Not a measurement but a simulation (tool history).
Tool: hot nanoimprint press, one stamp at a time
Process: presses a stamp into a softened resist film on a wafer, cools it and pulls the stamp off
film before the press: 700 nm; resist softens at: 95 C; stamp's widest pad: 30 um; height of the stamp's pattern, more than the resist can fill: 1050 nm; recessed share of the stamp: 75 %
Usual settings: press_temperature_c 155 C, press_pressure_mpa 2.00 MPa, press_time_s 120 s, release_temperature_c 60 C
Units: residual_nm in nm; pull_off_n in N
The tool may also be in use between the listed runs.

run,day,press_temperature_c,press_pressure_mpa,press_time_s,release_temperature_c,residual_nm,pull_off_n
1,0.000,155,2.00,120,60,381.0,186
2,0.721,153,2.00,120,60,410.0,189
3,1.771,155,2.00,104,60,398.6,192
4,2.467,155,2.00,104,60,403.9,187
# day 4.000: stamp cleaned and given a new release coat
5,4.000,155,2.00,120,62,387.9,138
# day 4.200: plate thermocouple calibrated
6,5.375,155,2.00,120,62,393.0,147
# day 6.875: press's hydraulic seals changed and the load cell set to zero
7,6.875,155,2.00,120,62,380.3,149
# day 7.492: plate thermocouple calibrated, once more
8,7.875,155,2.00,120,62,372.6,148
9,8.783,154,2.00,88,60,422.9,150
10,9.925,154,2.00,124,58,385.9,154
11,10.946,154,2.00,124,58,386.9,159
12,12.054,154,1.90,97,66,427.0,151
13,13.050,156,1.27,120,60,448.3,162
14,13.854,155,2.37,120,64,352.7,154
15,15.171,145,1.60,144,61,550.1,157

Some steps in residual_nm between neighbouring runs. How much of each would the tool show without its hidden state too (settings, what came in, random variation), and how much is left for the hidden state, with any gauge scatter that isn't in both results?
The hidden state here: true temperature over the reading, C; pressure that arrives at the usual setting, %; grip of the stamp's worn release coat, % over a new coat's; drift of the gauge itself on residual_nm, %; drift of the gauge itself on pull_off_n, %.
Run 6 -> 7: press's hydraulic seals changed and the load cell set to zero. residual_nm -12.7 nm: hidden state -11.7, all else -1.0.
Run 14 -> 15: press_temperature_c 155 -> 145, press_pressure_mpa 2.37 -> 1.60, press_time_s 120 -> 144, release_temperature_c 64 -> 61. residual_nm +197.4 nm: hidden state +1.4, all else +196.0.
